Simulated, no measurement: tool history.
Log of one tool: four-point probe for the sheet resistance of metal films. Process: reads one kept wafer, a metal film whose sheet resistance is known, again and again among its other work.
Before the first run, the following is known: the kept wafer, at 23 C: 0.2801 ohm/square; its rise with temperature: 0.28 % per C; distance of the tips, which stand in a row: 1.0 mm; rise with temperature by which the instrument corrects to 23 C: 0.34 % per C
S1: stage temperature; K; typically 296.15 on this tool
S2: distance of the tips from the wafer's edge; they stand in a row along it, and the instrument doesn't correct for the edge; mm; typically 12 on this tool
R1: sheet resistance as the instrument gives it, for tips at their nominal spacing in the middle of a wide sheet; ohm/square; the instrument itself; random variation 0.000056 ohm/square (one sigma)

| run | hour | S1 | S2 | R1 |
|---|---|---|---|---|
| 1 | 0 | 296.15 | 12 | 0.279176 |
| 2 | 20 | 296.15 | 12 | 0.279257 |
| 3 | 46.2 | 296.15 | 12 | 0.279176 |
| 4 | 72.2 | 296.15 | 12 | 0.279259 |
| 5 | 100.1 | 296.15 | 12 | 0.279229 |
| 6 | 116.9 | 296.15 | 12 | 0.279261 |
| 7 | 137.9 | 296.15 | 61 | 0.278308 |
| 8 | 165.9 | 296.15 | 5 | 0.284115 |
| 9 | 180.3 | 296.15 | 5 | 0.284065 |
| 10 | 194.9 | 296.15 | 5 | 0.284145 |
| 11 | 210.6 | 296.15 | 5 | 0.284146 |
| 12 | 224.9 | 296.15 | 5 | 0.28416 |
| 13 | 244.1 | 296.15 | 5 | 0.284097 |
| 14 | 263.7 | 298.15 | 12 | 0.278996 |
| 15 | 284 | 296.15 | 12 | 0.279377 |
| 16 | 305.7 | 296.15 | 12 | 0.279327 |
| 17 | 328.4 | 296.15 | 12 | 0.279465 |
| 18 | 348.1 | 296.15 | 12 | 0.279431 |
| 19 | 363.9 | 296.15 | 12 | 0.279357 |
| 20 | 385.2 | 296.15 | 12 | 0.279424 |
| 21 | 400.5 | 296.15 | 12 | 0.279424 |
| 22 | 421.3 | 296.15 | 6 | 0.282498 |
| 23 | 442.5 | 296.15 | 6 | 0.28249 |
| 24 | 461.7 | 296.15 | 6 | 0.282448 |
| 25 | 488.3 | 296.15 | 6 | 0.282579 |
|  | 490.1 | stage's thermometer calibrated |
| 26 | 513.4 | 298.15 | 6 | 0.28216 |
| 27 | 534.8 | 303.15 | 12 | 0.278309 |
| 28 | 558.3 | 304.15 | 4 | 0.28617 |
| 29 | 580.5 | 304.15 | 4 | 0.286203 |

Run 30 has not been measured yet. What should we expect?
|  | 603.2 | stage's thermometer calibrated, once more |
| 30 | 603.9 | 292.15 | 6 | ? |

Run 30 gave R1 0.283361 ohm/square.
Had the tool carried no hidden state, the very same run would have given R1 0.284956 ohm/square.
